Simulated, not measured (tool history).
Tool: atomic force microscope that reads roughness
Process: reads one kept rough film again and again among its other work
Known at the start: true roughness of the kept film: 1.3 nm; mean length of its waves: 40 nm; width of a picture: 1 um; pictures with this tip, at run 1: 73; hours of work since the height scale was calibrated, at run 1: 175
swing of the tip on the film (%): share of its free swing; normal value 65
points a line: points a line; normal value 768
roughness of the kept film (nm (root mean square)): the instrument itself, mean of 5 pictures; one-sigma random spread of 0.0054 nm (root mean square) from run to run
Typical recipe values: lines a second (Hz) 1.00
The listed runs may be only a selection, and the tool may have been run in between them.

run     day  lines a second (Hz)  swing of the tip on the film (%)  points a line  pictures with this tip  hours of work since the height scale was calibrated  roughness of the kept film (nm (root mean square))
  1   0.000                 1.00                                65            768                      73                                                  175                                               1.197
  2   0.800                 1.00                                55            768                     112                                                  191                                               1.212
  3   2.054                 1.00                                65            768                     172                                                  215                                               1.186
  4   3.333                 1.00                                65            768                     234                                                  239                                               1.169
  5   4.175                 1.00                                65            768                     275                                                  255                                               1.172
      4.662  -- new tip fitted
  6   5.042                 1.00                                65            768                      18                                                  272                                               1.204
  7   5.950                 1.00                                65            768                      62                                                  289                                               1.202
  8   7.371                 1.00                                65            768                     131                                                  316                                               1.188
  9   8.762                 2.03                                65            768                     198                                                  343                                               1.147
 10  10.175                 2.03                                65            768                     266                                                  370                                               1.129
     10.788  -- new tip fitted
 11  11.588                 2.03                                65            768                      39                                                  397                                               1.166
 12  12.592                 2.03                                65            768                      87                                                  416                                               1.156
 13  13.175                 2.03                                65            768                     116                                                  427                                               1.157
 14  13.871                 1.41                                65            768                     149                                                  440                                               1.172
 15  14.642                 1.41                                65            768                     187                                                  455                                               1.166
 16  15.317                 1.41                                65            768                     219                                                  468                                               1.165
 17  16.571                 1.41                                65            768                     280                                                  492                                               1.154
     16.912  -- new tip fitted
 18  17.975                 1.41                                65            768                      52                                                  519                                               1.189
 19  18.704                 1.41                                65            768                      87                                                  533                                               1.188
 20  19.825                 1.41                                65            768                     141                                                  554                                               1.168
 21  21.100                 1.41                                65            592                     203                                                  578                                               1.166
 22  22.004                 1.00                                65            768                     247                                                  596                                               1.174
     23.079  -- new tip fitted
 23  23.104                 1.00                                78            768                       1                                                  616                                               1.173
 24  24.492                 1.00                                78            768                      68                                                  643                                               1.161
 25  25.425                 2.13                                70            659                     113                                                  661                                               1.118
 26  26.104                 3.70                                60            768                     146                                                  674                                               1.121
 27  26.883                 1.00                                69            367                     184                                                  689                                               1.174
 28  27.683                 1.00                                70            535                     223                                                  704                                               1.169
 29  29.054                 1.00                                70            535                     289                                                  730                                               1.157
     29.250  -- new tip fitted
 30  29.804                 3.61                                74            378                      27                                                  744                                               1.031
 31  30.900                 1.00                                65            817                      80                                                  765                                               1.202
 32  31.892                 3.12                                83            540                     128                                                  784                                               0.958
 33  33.179                 1.20                                89            326                     191                                                  809                                               1.066
 34  33.971                 1.00                                72            484                     229                                                  824                                               1.160
 35  35.238                 1.00                                72            484                     290                                                  848                                               1.146
     35.421  -- new tip fitted
 36  36.142                 2.05                                89            564                      35                                                  865                                               0.990
 37  37.317                 2.05                                89            564                      92                                                  888                                               0.991
 38  38.442                 1.00                                64            768                     146                                                  909                                               1.196
 39  39.792                 1.00                                64            768                     212                                                  935                                               1.179
 40  41.154                 1.00                                68            768                     277                                                  961                                               1.160
     41.567  -- new tip fitted
 41  42.283                 0.54                                70            958                      35                                                  983                                               1.233
 42  43.588                 0.50                                70            768                      98                                                 1008                                               1.221
 43  44.275                 1.13                                70            358                     131                                                 1021                                               1.179
 44  45.404                 0.52                                65            810                     186                                                 1042                                               1.211
 45  46.633                 1.00                                57            598                     246                                                 1066                                               1.194
     47.733  -- new tip fitted
 46  47.871                 1.00                                62            435                       7                                                 1089                                               1.235
 47  49.233                 0.57                                58            265                      72                                                 1115                                               1.229
 48  50.592                 0.59                                58            858                     138                                                 1141                                               1.228

Forecast each of these 3 alternatives for the next run:
  A  51.529                 1.09                                85            872                     183                                                 1159                                                   ?
  B  51.529                 1.00                                59            275                     183                                                 1159                                                   ?
  C  51.529                 0.59                                84            858                     183                                                 1159                                                   ?

run  roughness of the kept film (nm (root mean square))
  A                                               1.105
  B                                               1.184
  C                                               1.158
With the hidden condition removed and each run's random variation left untouched, the same runs would have given:
run  roughness of the kept film (nm (root mean square))
  A                                               1.126
  B                                               1.207
  C                                               1.181

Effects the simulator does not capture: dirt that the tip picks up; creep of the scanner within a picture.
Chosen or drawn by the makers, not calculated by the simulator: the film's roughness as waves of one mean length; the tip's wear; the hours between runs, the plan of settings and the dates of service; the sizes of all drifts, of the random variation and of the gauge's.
